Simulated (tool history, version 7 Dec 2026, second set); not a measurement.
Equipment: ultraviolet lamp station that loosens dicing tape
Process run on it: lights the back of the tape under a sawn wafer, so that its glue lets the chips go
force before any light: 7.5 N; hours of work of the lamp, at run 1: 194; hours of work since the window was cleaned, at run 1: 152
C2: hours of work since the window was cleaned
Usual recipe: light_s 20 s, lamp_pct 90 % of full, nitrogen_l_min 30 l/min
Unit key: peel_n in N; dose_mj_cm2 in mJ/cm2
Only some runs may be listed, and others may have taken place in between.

{"run": 1, "hour": 0.0, "light_s": 20, "lamp_pct": 90, "nitrogen_l_min": 30, "hours of work of the lamp": 194, "C2": 152, "peel_n": 0.822, "dose_mj_cm2": 665}
{"run": 2, "hour": 64.2, "light_s": 20, "lamp_pct": 90, "nitrogen_l_min": 30, "hours of work of the lamp": 223, "C2": 181, "peel_n": 0.832, "dose_mj_cm2": 663}
{"run": 3, "hour": 132.9, "light_s": 14, "lamp_pct": 90, "nitrogen_l_min": 30, "hours of work of the lamp": 255, "C2": 212, "peel_n": 1.497, "dose_mj_cm2": 466}
{"run": 4, "hour": 203.8, "light_s": 14, "lamp_pct": 90, "nitrogen_l_min": 30, "hours of work of the lamp": 287, "C2": 245, "peel_n": 1.51, "dose_mj_cm2": 465}
{"run": 5, "hour": 269.9, "light_s": 20, "lamp_pct": 90, "nitrogen_l_min": 30, "hours of work of the lamp": 317, "C2": 275, "peel_n": 0.83, "dose_mj_cm2": 669}
{"run": 6, "hour": 343.0, "light_s": 20, "lamp_pct": 83, "nitrogen_l_min": 30, "hours of work of the lamp": 351, "C2": 308, "peel_n": 0.974, "dose_mj_cm2": 611}
{"run": 7, "hour": 389.6, "light_s": 20, "lamp_pct": 83, "nitrogen_l_min": 30, "hours of work of the lamp": 372, "C2": 329, "peel_n": 0.966, "dose_mj_cm2": 612}
{"run": 8, "hour": 423.6, "light_s": 20, "lamp_pct": 83, "nitrogen_l_min": 30, "hours of work of the lamp": 387, "C2": 345, "peel_n": 0.963, "dose_mj_cm2": 615}
{"run": 9, "hour": 458.5, "light_s": 20, "lamp_pct": 83, "nitrogen_l_min": 17, "hours of work of the lamp": 403, "C2": 361, "peel_n": 1.224, "dose_mj_cm2": 617}
{"run": 10, "hour": 501.1, "light_s": 20, "lamp_pct": 90, "nitrogen_l_min": 30, "hours of work of the lamp": 423, "C2": 380, "peel_n": 0.811, "dose_mj_cm2": 661}
{"hour": 539.6, "done": "window cleaned of glue's vapour"}
{"run": 11, "hour": 565.5, "light_s": 20, "lamp_pct": 90, "nitrogen_l_min": 30, "hours of work of the lamp": 452, "C2": 12, "peel_n": 0.807, "dose_mj_cm2": 664}
{"run": 12, "hour": 636.1, "light_s": 20, "lamp_pct": 90, "nitrogen_l_min": 30, "hours of work of the lamp": 484, "C2": 44, "peel_n": 0.845, "dose_mj_cm2": 666}
{"run": 13, "hour": 689.2, "light_s": 20, "lamp_pct": 90, "nitrogen_l_min": 30, "hours of work of the lamp": 508, "C2": 68, "peel_n": 0.797, "dose_mj_cm2": 669}
{"run": 14, "hour": 738.8, "light_s": 20, "lamp_pct": 90, "nitrogen_l_min": 30, "hours of work of the lamp": 531, "C2": 91, "peel_n": 0.84, "dose_mj_cm2": 667}
{"run": 15, "hour": 805.6, "light_s": 20, "lamp_pct": 90, "nitrogen_l_min": 30, "hours of work of the lamp": 561, "C2": 121, "peel_n": 0.828, "dose_mj_cm2": 666}
{"run": 16, "hour": 865.6, "light_s": 20, "lamp_pct": 90, "nitrogen_l_min": 30, "hours of work of the lamp": 589, "C2": 149, "peel_n": 0.831, "dose_mj_cm2": 664}
{"run": 17, "hour": 905.5, "light_s": 20, "lamp_pct": 69, "nitrogen_l_min": 30, "hours of work of the lamp": 607, "C2": 167, "peel_n": 1.353, "dose_mj_cm2": 511}
{"run": 18, "hour": 974.1, "light_s": 20, "lamp_pct": 90, "nitrogen_l_min": 30, "hours of work of the lamp": 638, "C2": 198, "peel_n": 0.841, "dose_mj_cm2": 666}
{"run": 19, "hour": 1009.4, "light_s": 20, "lamp_pct": 90, "nitrogen_l_min": 30, "hours of work of the lamp": 654, "C2": 214, "peel_n": 0.838, "dose_mj_cm2": 675}
{"run": 20, "hour": 1079.3, "light_s": 20, "lamp_pct": 90, "nitrogen_l_min": 30, "hours of work of the lamp": 686, "C2": 246, "peel_n": 0.815, "dose_mj_cm2": 670}
{"run": 21, "hour": 1130.5, "light_s": 20, "lamp_pct": 67, "nitrogen_l_min": 30, "hours of work of the lamp": 709, "C2": 269, "peel_n": 1.396, "dose_mj_cm2": 496}
{"run": 22, "hour": 1163.4, "light_s": 14, "lamp_pct": 90, "nitrogen_l_min": 30, "hours of work of the lamp": 724, "C2": 284, "peel_n": 1.528, "dose_mj_cm2": 469}
{"run": 23, "hour": 1218.3, "light_s": 20, "lamp_pct": 83, "nitrogen_l_min": 56, "hours of work of the lamp": 749, "C2": 309, "peel_n": 0.764, "dose_mj_cm2": 616}
{"run": 24, "hour": 1289.9, "light_s": 20, "lamp_pct": 96, "nitrogen_l_min": 49, "hours of work of the lamp": 782, "C2": 342, "peel_n": 0.644, "dose_mj_cm2": 713}
{"run": 25, "hour": 1363.4, "light_s": 20, "lamp_pct": 96, "nitrogen_l_min": 49, "hours of work of the lamp": 816, "C2": 376, "peel_n": 0.63, "dose_mj_cm2": 710}
{"hour": 1408.5, "done": "window cleaned of glue's vapour"}
{"run": 26, "hour": 1430.1, "light_s": 26, "lamp_pct": 69, "nitrogen_l_min": 18, "hours of work of the lamp": 846, "C2": 10, "peel_n": 1.014, "dose_mj_cm2": 678}
{"run": 27, "hour": 1489.0, "light_s": 26, "lamp_pct": 69, "nitrogen_l_min": 18, "hours of work of the lamp": 873, "C2": 37, "peel_n": 1.025, "dose_mj_cm2": 669}
{"run": 28, "hour": 1553.7, "light_s": 12, "lamp_pct": 87, "nitrogen_l_min": 15, "hours of work of the lamp": 902, "C2": 66, "peel_n": 2.434, "dose_mj_cm2": 391}
{"run": 29, "hour": 1602.5, "light_s": 13, "lamp_pct": 90, "nitrogen_l_min": 9, "hours of work of the lamp": 924, "C2": 88, "peel_n": 2.525, "dose_mj_cm2": 434}
{"run": 30, "hour": 1653.5, "light_s": 36, "lamp_pct": 71, "nitrogen_l_min": 9, "hours of work of the lamp": 948, "C2": 112, "peel_n": 0.793, "dose_mj_cm2": 962}
{"run": 31, "hour": 1689.3, "light_s": 36, "lamp_pct": 71, "nitrogen_l_min": 9, "hours of work of the lamp": 964, "C2": 128, "peel_n": 0.783, "dose_mj_cm2": 957}
{"run": 32, "hour": 1734.5, "light_s": 20, "lamp_pct": 61, "nitrogen_l_min": 30, "hours of work of the lamp": 985, "C2": 149, "peel_n": 1.637, "dose_mj_cm2": 461}
{"run": 33, "hour": 1804.7, "light_s": 25, "lamp_pct": 66, "nitrogen_l_min": 12, "hours of work of the lamp": 1017, "C2": 181, "peel_n": 1.439, "dose_mj_cm2": 622}
{"run": 34, "hour": 1878.0, "light_s": 30, "lamp_pct": 66, "nitrogen_l_min": 11, "hours of work of the lamp": 1050, "C2": 214, "peel_n": 1.116, "dose_mj_cm2": 736}
{"hour": 1929.5, "done": "gauge calibrated"}
{"run": 35, "hour": 1949.2, "light_s": 34, "lamp_pct": 93, "nitrogen_l_min": 11, "hours of work of the lamp": 1083, "C2": 247, "peel_n": 0.461, "dose_mj_cm2": 1154}
{"run": 36, "hour": 2013.8, "light_s": 27, "lamp_pct": 61, "nitrogen_l_min": 57, "hours of work of the lamp": 1112, "C2": 276, "peel_n": 0.808, "dose_mj_cm2": 602}
{"run": 37, "hour": 2078.2, "light_s": 15, "lamp_pct": 90, "nitrogen_l_min": 30, "hours of work of the lamp": 1141, "C2": 305, "peel_n": 1.385, "dose_mj_cm2": 499}
{"run": 38, "hour": 2147.7, "light_s": 15, "lamp_pct": 90, "nitrogen_l_min": 30, "hours of work of the lamp": 1173, "C2": 337, "peel_n": 1.367, "dose_mj_cm2": 493}
{"hour": 2159.8, "done": "lamp changed"}
{"run": 39, "hour": 2184.1, "light_s": 15, "lamp_pct": 90, "nitrogen_l_min": 30, "hours of work of the lamp": 11, "C2": 353, "peel_n": 1.322, "dose_mj_cm2": 498}
{"run": 40, "hour": 2236.3, "light_s": 29, "lamp_pct": 71, "nitrogen_l_min": 16, "hours of work of the lamp": 35, "C2": 377, "peel_n": 0.858, "dose_mj_cm2": 757}
{"hour": 2280.3, "done": "window cleaned of glue's vapour"}
{"run": 41, "hour": 2298.6, "light_s": 15, "lamp_pct": 93, "nitrogen_l_min": 13, "hours of work of the lamp": 63, "C2": 8, "peel_n": 1.798, "dose_mj_cm2": 516}
{"run": 42, "hour": 2354.7, "light_s": 15, "lamp_pct": 93, "nitrogen_l_min": 13, "hours of work of the lamp": 89, "C2": 34, "peel_n": 1.8, "dose_mj_cm2": 514}
{"run": 43, "hour": 2394.8, "light_s": 20, "lamp_pct": 73, "nitrogen_l_min": 35, "hours of work of the lamp": 107, "C2": 52, "peel_n": 1.108, "dose_mj_cm2": 545}
{"run": 44, "hour": 2431.4, "light_s": 20, "lamp_pct": 73, "nitrogen_l_min": 35, "hours of work of the lamp": 124, "C2": 69, "peel_n": 1.118, "dose_mj_cm2": 547}

Table of differences, measured result less the result of that run with no hidden state. Run-to-run variation is the same in both. Gauge scatter possibly is not:
Hidden conditions of the tool in this case: lamp's light, % of a new lamp's; light that the window lets through, % of a clean one's; drift of the gauge itself on peel_n, %; drift of the gauge itself on dose_mj_cm2, %.
run=1 dose_mj_cm2=+0
run=2 dose_mj_cm2=+0
run=3 dose_mj_cm2=+1
run=4 dose_mj_cm2=+0
run=5 dose_mj_cm2=+1
run=6 dose_mj_cm2=+2
run=7 dose_mj_cm2=+2
run=8 dose_mj_cm2=+3
run=9 dose_mj_cm2=+3
run=10 dose_mj_cm2=+3
run=11 dose_mj_cm2=+4
run=12 dose_mj_cm2=+5
run=13 dose_mj_cm2=+5
run=14 dose_mj_cm2=+6
run=15 dose_mj_cm2=+7
run=16 dose_mj_cm2=+7
run=17 dose_mj_cm2=+6
run=18 dose_mj_cm2=+8
run=19 dose_mj_cm2=+8
run=20 dose_mj_cm2=+9
run=21 dose_mj_cm2=+7
run=22 dose_mj_cm2=+7
run=23 dose_mj_cm2=+9
run=24 dose_mj_cm2=+11
run=25 dose_mj_cm2=+12
run=26 dose_mj_cm2=+12
run=27 dose_mj_cm2=+13
run=28 dose_mj_cm2=+8
run=29 dose_mj_cm2=+9
run=30 dose_mj_cm2=+21
run=31 dose_mj_cm2=+21
run=32 dose_mj_cm2=+10
run=33 dose_mj_cm2=+14
run=34 dose_mj_cm2=+18
run=35 dose_mj_cm2=-5
run=36 dose_mj_cm2=-2
run=37 dose_mj_cm2=-1
run=38 dose_mj_cm2=-1
run=39 dose_mj_cm2=+1
run=40 dose_mj_cm2=+3
run=41 dose_mj_cm2=+2
run=42 dose_mj_cm2=+3
run=43 dose_mj_cm2=+4
run=44 dose_mj_cm2=+4
peel_n: differs from the measured result by no more than 0.009 N in any run.
